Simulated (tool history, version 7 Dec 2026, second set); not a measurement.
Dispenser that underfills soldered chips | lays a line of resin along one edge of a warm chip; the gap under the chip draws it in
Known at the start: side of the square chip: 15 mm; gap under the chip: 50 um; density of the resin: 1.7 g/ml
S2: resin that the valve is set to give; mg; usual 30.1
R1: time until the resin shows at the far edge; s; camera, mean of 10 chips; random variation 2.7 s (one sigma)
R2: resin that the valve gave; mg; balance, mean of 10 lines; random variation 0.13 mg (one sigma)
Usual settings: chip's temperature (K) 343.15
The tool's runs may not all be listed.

run 1 day=0 | chip's_temperature_(K)=343.15 S2=30.1 | R1=427.7 R2=30
-- day=0.196 new syringe of resin
run 2 day=0.338 | chip's_temperature_(K)=343.15 S2=30.1 | R1=357.5 R2=30.06
run 3 day=0.6 | chip's_temperature_(K)=343.15 S2=30.1 | R1=516.8 R2=29.85
-- day=0.667 new syringe of resin
run 4 day=0.8 | chip's_temperature_(K)=343.15 S2=30.1 | R1=349.3 R2=30.03
-- day=1.138 new syringe of resin
run 5 day=1.138 | chip's_temperature_(K)=343.15 S2=30.1 | R1=292.5 R2=29.57
run 6 day=1.312 | chip's_temperature_(K)=343.15 S2=30.1 | R1=382.1 R2=29.58
-- day=1.6 new syringe of resin
run 7 day=1.625 | chip's_temperature_(K)=356.15 S2=30.1 | R1=171.4 R2=29.62
run 8 day=1.912 | chip's_temperature_(K)=356.15 S2=30.1 | R1=256.9 R2=29.03
-- day=2.058 new syringe of resin
run 9 day=2.204 | chip's_temperature_(K)=343.15 S2=37.4 | R1=356.7 R2=36.36
-- day=2.533 new syringe of resin
run 10 day=2.575 | chip's_temperature_(K)=343.15 S2=30.1 | R1=319.9 R2=29.03
run 11 day=2.792 | chip's_temperature_(K)=330.15 S2=36.1 | R1=781.3 R2=34.8
-- day=2.992 new syringe of resin
run 12 day=3.075 | chip's_temperature_(K)=353.15 S2=35.7 | R1=207.8 R2=34.35
run 13 day=3.425 | chip's_temperature_(K)=343.15 S2=38.5 | R1=538.3 R2=36.61
-- day=3.462 new syringe of resin
run 14 day=3.642 | chip's_temperature_(K)=329.15 S2=30.6 | R1=750.6 R2=28.97
-- day=3.929 new syringe of resin
run 15 day=4.096 | chip's_temperature_(K)=333.15 S2=37.5 | R1=590.5 R2=35.04
run 16 day=4.317 | chip's_temperature_(K)=333.15 S2=37.5 | R1=812.5 R2=34.99
-- day=4.396 new syringe of resin
run 17 day=4.525 | chip's_temperature_(K)=333.15 S2=37.5 | R1=548.6 R2=34.85
-- day=4.862 new syringe of resin
run 18 day=4.879 | chip's_temperature_(K)=357.15 S2=28 | R1=169.1 R2=26.15
-- day=5.242 dispensing valve cleaned and set on the balance
run 19 day=5.283 | chip's_temperature_(K)=354.15 S2=29.9 | R1=319.4 R2=29.65
-- day=5.367 new syringe of resin
run 20 day=5.517 | chip's_temperature_(K)=330.15 S2=29.9 | R1=684.8 R2=29.6

Forecast each of these 5 alternatives for the next run:
run A day=5.796 | chip's_temperature_(K)=330.15 S2=26.4 | R1=? R2=?
run B day=5.796 | chip's_temperature_(K)=342.15 S2=30.2 | R1=? R2=?
run C day=5.796 | chip's_temperature_(K)=353.15 S2=28.2 | R1=? R2=?
run D day=5.796 | chip's_temperature_(K)=343.15 S2=36.2 | R1=? R2=?
run E day=5.796 | chip's_temperature_(K)=355.15 S2=36.4 | R1=? R2=?

run=A R1=1066.2 R2=26.04
run=B R1=574.6 R2=29.91
run=C R1=351.1 R2=27.82
run=D R1=539.3 R2=35.63
run=E R1=309.6 R2=35.91
Without the tool's hidden state the same runs would have given:
run=A R1=513.7 R2=26.4
run=B R1=279.6 R2=30.33
run=C R1=171.8 R2=28.21
run=D R1=263.2 R2=36.13
run=E R1=151.7 R2=36.41
